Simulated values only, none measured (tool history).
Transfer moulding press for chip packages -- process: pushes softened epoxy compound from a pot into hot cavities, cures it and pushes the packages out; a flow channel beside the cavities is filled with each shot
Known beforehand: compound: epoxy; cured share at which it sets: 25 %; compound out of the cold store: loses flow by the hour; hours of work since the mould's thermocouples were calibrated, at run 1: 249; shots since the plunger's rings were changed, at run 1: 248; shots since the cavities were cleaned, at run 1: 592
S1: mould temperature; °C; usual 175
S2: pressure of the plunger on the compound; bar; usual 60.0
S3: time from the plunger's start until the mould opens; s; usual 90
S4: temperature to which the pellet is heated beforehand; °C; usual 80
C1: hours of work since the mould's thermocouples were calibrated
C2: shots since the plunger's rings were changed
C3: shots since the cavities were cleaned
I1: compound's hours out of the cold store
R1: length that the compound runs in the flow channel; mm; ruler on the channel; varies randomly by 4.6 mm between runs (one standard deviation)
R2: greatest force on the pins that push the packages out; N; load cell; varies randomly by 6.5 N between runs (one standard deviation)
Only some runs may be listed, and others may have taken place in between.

{"run": 1, "hour": 0.0, "S1": 175, "S2": 60.0, "S3": 90, "S4": 80, "C1": 249, "C2": 248, "C3": 592, "I1": 22.5, "R1": 750, "R2": 528}
{"hour": 9.4, "done": "cavities cleaned with cleaning compound and waxed"}
{"run": 2, "hour": 10.5, "S1": 175, "S2": 60.0, "S3": 90, "S4": 80, "C1": 256, "C2": 367, "C3": 14, "I1": 38.7, "R1": 713, "R2": 275}
{"run": 3, "hour": 21.5, "S1": 175, "S2": 57.7, "S3": 90, "S4": 80, "C1": 264, "C2": 513, "C3": 160, "I1": 9.7, "R1": 773, "R2": 383}
{"run": 4, "hour": 27.1, "S1": 175, "S2": 57.7, "S3": 90, "S4": 80, "C1": 268, "C2": 587, "C3": 234, "I1": 11.9, "R1": 763, "R2": 414}
{"run": 5, "hour": 33.9, "S1": 175, "S2": 57.7, "S3": 90, "S4": 80, "C1": 273, "C2": 677, "C3": 324, "I1": 35.4, "R1": 708, "R2": 455}
{"run": 6, "hour": 39.6, "S1": 175, "S2": 57.7, "S3": 90, "S4": 80, "C1": 277, "C2": 752, "C3": 399, "I1": 37.7, "R1": 692, "R2": 472}
{"run": 7, "hour": 48.7, "S1": 175, "S2": 57.7, "S3": 90, "S4": 80, "C1": 283, "C2": 872, "C3": 519, "I1": 45.0, "R1": 681, "R2": 510}
{"run": 8, "hour": 59.9, "S1": 175, "S2": 60.0, "S3": 126, "S4": 80, "C1": 291, "C2": 1020, "C3": 667, "I1": 8.5, "R1": 786, "R2": 440}
{"hour": 63.7, "done": "cavities cleaned with cleaning compound and waxed"}
{"run": 9, "hour": 74.5, "S1": 175, "S2": 60.0, "S3": 126, "S4": 80, "C1": 301, "C2": 1192, "C3": 142, "I1": 16.9, "R1": 754, "R2": 308}
{"run": 10, "hour": 86.9, "S1": 175, "S2": 60.0, "S3": 126, "S4": 80, "C1": 310, "C2": 1356, "C3": 306, "I1": 29.1, "R1": 724, "R2": 364}
{"run": 11, "hour": 96.9, "S1": 175, "S2": 57.2, "S3": 90, "S4": 80, "C1": 317, "C2": 1488, "C3": 438, "I1": 36.3, "R1": 690, "R2": 467}
{"run": 12, "hour": 103.3, "S1": 175, "S2": 60.0, "S3": 90, "S4": 80, "C1": 322, "C2": 1573, "C3": 523, "I1": 24.6, "R1": 735, "R2": 497}
{"hour": 105.9, "done": "mould's thermocouples calibrated"}
{"run": 13, "hour": 117.3, "S1": 175, "S2": 60.0, "S3": 90, "S4": 80, "C1": 8, "C2": 1731, "C3": 681, "I1": 40.1, "R1": 689, "R2": 538}
{"hour": 119.6, "done": "cavities cleaned with cleaning compound and waxed"}
{"run": 14, "hour": 125.4, "S1": 175, "S2": 60.0, "S3": 90, "S4": 80, "C1": 13, "C2": 1818, "C3": 77, "I1": 40.2, "R1": 688, "R2": 317}
{"run": 15, "hour": 133.5, "S1": 181, "S2": 60.0, "S3": 85, "S4": 75, "C1": 19, "C2": 1924, "C3": 183, "I1": 38.5, "R1": 680, "R2": 351}
{"run": 16, "hour": 145.3, "S1": 174, "S2": 59.6, "S3": 93, "S4": 83, "C1": 27, "C2": 2081, "C3": 340, "I1": 42.2, "R1": 679, "R2": 449}
{"hour": 148.4, "done": "mould's thermocouples calibrated, once more"}
{"run": 17, "hour": 159.6, "S1": 175, "S2": 60.0, "S3": 90, "S4": 77, "C1": 8, "C2": 2244, "C3": 503, "I1": 16.6, "R1": 740, "R2": 510}
{"run": 18, "hour": 170.0, "S1": 178, "S2": 61.0, "S3": 90, "S4": 77, "C1": 16, "C2": 2380, "C3": 639, "I1": 40.3, "R1": 681, "R2": 499}
{"hour": 175.6, "done": "cavities cleaned with cleaning compound and waxed"}
{"run": 19, "hour": 182.8, "S1": 168, "S2": 60.0, "S3": 79, "S4": 80, "C1": 24, "C2": 2530, "C3": 95, "I1": 46.5, "R1": 682, "R2": 614}
{"run": 20, "hour": 194.9, "S1": 179, "S2": 60.0, "S3": 90, "S4": 90, "C1": 33, "C2": 2689, "C3": 254, "I1": 37.9, "R1": 672, "R2": 383}
{"run": 21, "hour": 203.0, "S1": 179, "S2": 60.0, "S3": 74, "S4": 90, "C1": 38, "C2": 2796, "C3": 361, "I1": 31.1, "R1": 688, "R2": 501}
{"run": 22, "hour": 216.0, "S1": 170, "S2": 60.0, "S3": 70, "S4": 90, "C1": 48, "C2": 2968, "C3": 533, "I1": 12.5, "R1": 761, "R2": 1140}
{"run": 23, "hour": 225.7, "S1": 170, "S2": 60.0, "S3": 70, "S4": 74, "C1": 55, "C2": 3096, "C3": 661, "I1": 38.2, "R1": 696, "R2": 1183}
{"hour": 229.6, "done": "cavities cleaned with cleaning compound and waxed"}
{"run": 24, "hour": 234.8, "S1": 170, "S2": 48.2, "S3": 117, "S4": 74, "C1": 60, "C2": 3196, "C3": 68, "I1": 15.6, "R1": 665, "R2": 289}
{"run": 25, "hour": 243.8, "S1": 178, "S2": 66.1, "S3": 90, "S4": 80, "C1": 67, "C2": 3315, "C3": 187, "I1": 17.0, "R1": 746, "R2": 355}
{"run": 26, "hour": 250.3, "S1": 174, "S2": 45.9, "S3": 90, "S4": 80, "C1": 72, "C2": 3401, "C3": 273, "I1": 45.7, "R1": 572, "R2": 428}
{"run": 27, "hour": 258.7, "S1": 174, "S2": 57.7, "S3": 90, "S4": 80, "C1": 78, "C2": 3512, "C3": 384, "I1": 18.3, "R1": 709, "R2": 484}
{"run": 28, "hour": 267.0, "S1": 175, "S2": 60.0, "S3": 85, "S4": 86, "C1": 84, "C2": 3621, "C3": 493, "I1": 10.9, "R1": 737, "R2": 532}

Forecast each of these 3 alternatives for the next run:
{"run": "A", "hour": 280.1, "S1": 175, "S2": 60.0, "S3": 100, "S4": 80, "C1": 93, "C2": 3794, "C3": 666, "I1": 18.4, "R1": "?", "R2": "?"}
{"run": "B", "hour": 280.1, "S1": 167, "S2": 50.7, "S3": 85, "S4": 86, "C1": 93, "C2": 3794, "C3": 666, "I1": 11.4, "R1": "?", "R2": "?"}
{"run": "C", "hour": 280.1, "S1": 180, "S2": 60.0, "S3": 78, "S4": 80, "C1": 93, "C2": 3794, "C3": 666, "I1": 32.8, "R1": "?", "R2": "?"}

run=A R1=714 R2=489
run=B R1=699 R2=959
run=C R1=671 R2=513
What these runs would have given with no unlogged condition in the tool:
run=A R1=772 R2=242
run=B R1=756 R2=473
run=C R1=726 R2=252
